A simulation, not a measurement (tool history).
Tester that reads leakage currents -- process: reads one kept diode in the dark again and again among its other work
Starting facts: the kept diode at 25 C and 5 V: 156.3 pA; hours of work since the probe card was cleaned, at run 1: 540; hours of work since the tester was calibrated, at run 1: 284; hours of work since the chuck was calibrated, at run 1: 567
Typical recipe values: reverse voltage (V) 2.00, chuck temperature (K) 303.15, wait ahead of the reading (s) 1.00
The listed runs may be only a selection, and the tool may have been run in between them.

| run | day | reverse voltage (V) | chuck temperature (K) | wait ahead of the reading (s) | hours of work since the probe card was cleaned | hours of work since the tester was calibrated | hours of work since the chuck was calibrated | current that the tester gives (pA) |
|---|---|---|---|---|---|---|---|---|
| 1 | 0.000 | 2.00 | 303.15 | 1.00 | 540 | 284 | 567 | 176.95 |
| 2 | 1.558 | 2.00 | 303.15 | 1.00 | 558 | 302 | 584 | 176.73 |
| 3 | 2.983 | 2.00 | 303.15 | 1.00 | 574 | 318 | 600 | 177.10 |
| 4 | 4.550 | 2.00 | 303.15 | 1.00 | 591 | 335 | 618 | 176.09 |
| 5 | 5.388 | 2.00 | 303.15 | 1.00 | 601 | 345 | 627 | 176.96 |
| 6 | 6.433 | 2.00 | 303.15 | 1.00 | 613 | 357 | 639 | 175.78 |
| 7 | 7.246 | 2.00 | 303.15 | 1.00 | 622 | 366 | 648 | 176.66 |
| 8 | 8.525 | 2.00 | 303.15 | 1.00 | 636 | 380 | 663 | 177.89 |
| 9 | 9.800 | 2.00 | 303.15 | 1.00 | 651 | 395 | 677 | 177.35 |
| 10 | 10.458 | 12.13 | 303.15 | 1.00 | 658 | 402 | 685 | 316.78 |
| 11 | 11.304 | 12.13 | 303.15 | 1.00 | 668 | 412 | 694 | 316.45 |
| 12 | 12.854 | 2.00 | 314.15 | 1.00 | 685 | 429 | 712 | 423.28 |
| 13 | 14.246 | 2.00 | 314.15 | 1.00 | 701 | 445 | 727 | 422.06 |
| 14 | 14.996 | 2.00 | 314.15 | 1.00 | 709 | 453 | 736 | 424.79 |
| 15 | 16.092 | 2.00 | 314.15 | 1.00 | 722 | 466 | 748 | 423.05 |
| 16 | 16.988 | 2.00 | 303.15 | 1.00 | 732 | 476 | 758 | 177.13 |
| 17 | 18.083 | 2.00 | 303.15 | 1.00 | 744 | 488 | 771 | 177.26 |
| 18 | 19.062 | 2.00 | 303.15 | 1.00 | 755 | 499 | 782 | 177.05 |
| 19 | 19.800 | 2.00 | 303.15 | 1.00 | 763 | 507 | 790 | 176.36 |
| 20 | 20.983 | 1.15 | 303.15 | 1.00 | 777 | 521 | 803 | 147.83 |
| 21 | 21.708 | 2.00 | 303.15 | 1.00 | 785 | 529 | 812 | 176.51 |
| 22 | 22.462 | 2.59 | 294.15 | 6.40 | 793 | 537 | 820 | 89.86 |
| 23 | 23.854 | 4.74 | 303.15 | 1.00 | 809 | 553 | 836 | 234.48 |
| 24 | 25.150 | 4.74 | 303.15 | 1.00 | 824 | 568 | 850 | 235.42 |
| 25 | 26.625 | 4.74 | 303.15 | 1.00 | 840 | 584 | 867 | 232.43 |
| 26 | 27.692 | 4.74 | 303.15 | 1.00 | 852 | 596 | 879 | 234.24 |
| 27 | 28.883 | 5.96 | 301.15 | 0.38 | 866 | 610 | 892 | 214.02 |
| 28 | 30.233 | 6.02 | 303.15 | 2.79 | 881 | 625 | 908 | 252.58 |
| 29 | 31.658 | 1.60 | 326.15 | 4.24 | 897 | 641 | 924 | 950.33 |
| 30 | 33.012 | 1.60 | 326.15 | 4.24 | 912 | 656 | 939 | 948.56 |
| 31 | 34.175 | 2.00 | 302.15 | 8.06 | 925 | 669 | 952 | 162.33 |
| 32 | 35.246 | 7.54 | 305.15 | 1.00 | 938 | 682 | 964 | 319.48 |
| 33 | 36.283 | 2.00 | 303.15 | 2.03 | 949 | 693 | 976 | 176.60 |
| 34 | 37.117 | 4.05 | 299.15 | 1.16 | 959 | 703 | 985 | 159.44 |
| 35 | 38.342 | 4.05 | 312.15 | 0.36 | 972 | 716 | 999 | 454.77 |
| 36 | 39.679 | 16.43 | 324.15 | 0.39 | 988 | 732 | 1014 | 1733.09 |
| 37 | 40.867 | 16.43 | 324.15 | 0.39 | 1001 | 745 | 1028 | 1740.74 |
| 38 | 41.550 | 17.29 | 327.15 | 9.74 | 1009 | 753 | 1035 | 2193.14 |
| 39 | 42.817 | 3.58 | 327.15 | 1.00 | 1023 | 767 | 1050 | 1318.69 |

Some steps in current that the tester gives (pA) between neighbouring runs. How much of each would the tool show without its hidden state too (settings, what came in, random variation), and how much is left for the hidden state, with any gauge scatter that isn't in both results?
Hidden conditions of the tool in this case: stray current of the dirty probe card, pA a volt; current scale over the true one, %; true chuck temperature over the reading, C; drift of the gauge itself on leakage_pa, %.
Run 28 -> 29: reverse voltage (V) 6.02 -> 1.60, chuck temperature (K) 303.15 -> 326.15, wait ahead of the reading (s) 2.79 -> 4.24. current that the tester gives (pA) +697.75: hidden state -0.99, all else +698.74.
Run 30 -> 31: reverse voltage (V) 1.60 -> 2.00, chuck temperature (K) 326.15 -> 302.15, wait ahead of the reading (s) 4.24 -> 8.06. current that the tester gives (pA) -786.23: hidden state +1.03, all else -787.26.
Run 35 -> 36: reverse voltage (V) 4.05 -> 16.43, chuck temperature (K) 312.15 -> 324.15, wait ahead of the reading (s) 0.36 -> 0.39. current that the tester gives (pA) +1278.32: hidden state -1.52, all else +1279.84.
Run 38 -> 39: reverse voltage (V) 17.29 -> 3.58, wait ahead of the reading (s) 9.74 -> 1.00. current that the tester gives (pA) -874.45: hidden state +0.90, all else -875.35.
